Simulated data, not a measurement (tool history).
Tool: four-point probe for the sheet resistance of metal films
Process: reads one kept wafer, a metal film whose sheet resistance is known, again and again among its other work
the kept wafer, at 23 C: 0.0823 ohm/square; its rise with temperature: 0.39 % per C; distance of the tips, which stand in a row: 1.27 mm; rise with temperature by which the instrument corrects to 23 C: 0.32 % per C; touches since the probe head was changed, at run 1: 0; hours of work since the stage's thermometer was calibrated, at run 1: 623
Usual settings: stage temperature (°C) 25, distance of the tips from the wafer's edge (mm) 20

run,hour,stage temperature (°C),distance of the tips from the wafer's edge (mm),touches since the probe head was changed,hours of work since the stage's thermometer was calibrated,sheet resistance as the instrument gives it (ohm/square)
1,0,25,20,0,623,0.082581
2,105.7,25,20,4863,697,0.082553
3,210.5,25,20,9682,770,0.082506
4,323.1,25,20,14865,849,0.082445
5,387.8,25,20,17842,894,0.082456
6,472.5,25,20,21737,953,0.082441
7,572.2,25,20,26323,1022,0.082357
8,697.7,25,20,32097,1110,0.082373
9,796.8,25,20,36657,1179,0.082327
10,926.3,25,33,42612,1269,0.082176
11,1043,25,26,47983,1351,0.082179
12,1175.8,25,26,54090,1443,0.082161
13,1295.7,25,26,59610,1527,0.082089
14,1386.5,25,26,63784,1590,0.082074
# hour 1393.6: stage's thermometer calibrated
15,1448.9,29,20,66631,39,0.082388
16,1520.4,29,20,69922,88,0.082365
17,1650.5,29,20,75910,179,0.082295
18,1772.6,29,20,81525,264,0.082278
# hour 1855: stage's thermometer calibrated, once more
19,1867.7,29,20,85879,9,0.082161
20,1972.3,29,20,90689,82,0.082143
21,2041.5,26,19,93873,130,0.081976
22,2125.3,31,36,97727,188,0.082077
23,2225,31,36,102316,258,0.082064
24,2316.1,31,36,106504,321,0.081998
25,2439.6,27,14,112188,408,0.082079
26,2569.7,27,14,118170,498,0.082001
27,2674.7,27,14,123005,572,0.081979
# hour 2734.2: new probe head fitted
28,2798.9,27,5,2976,657,0.085043
29,2910.3,28,3,8101,735,0.089499

3 ways to go on from here, each from the tool as it stands after run 29. What would each give?
A,2964.1,28,18,10580,773,?
B,2964.1,19,3,10580,773,?
C,2964.1,20,3,10580,773,?

run,sheet resistance as the instrument gives it (ohm/square)
A,0.082481
B,0.088918
C,0.088942
Without the tool's hidden state the same runs would have given:
run,sheet resistance as the instrument gives it (ohm/square)
A,0.082788
B,0.089246
C,0.08927

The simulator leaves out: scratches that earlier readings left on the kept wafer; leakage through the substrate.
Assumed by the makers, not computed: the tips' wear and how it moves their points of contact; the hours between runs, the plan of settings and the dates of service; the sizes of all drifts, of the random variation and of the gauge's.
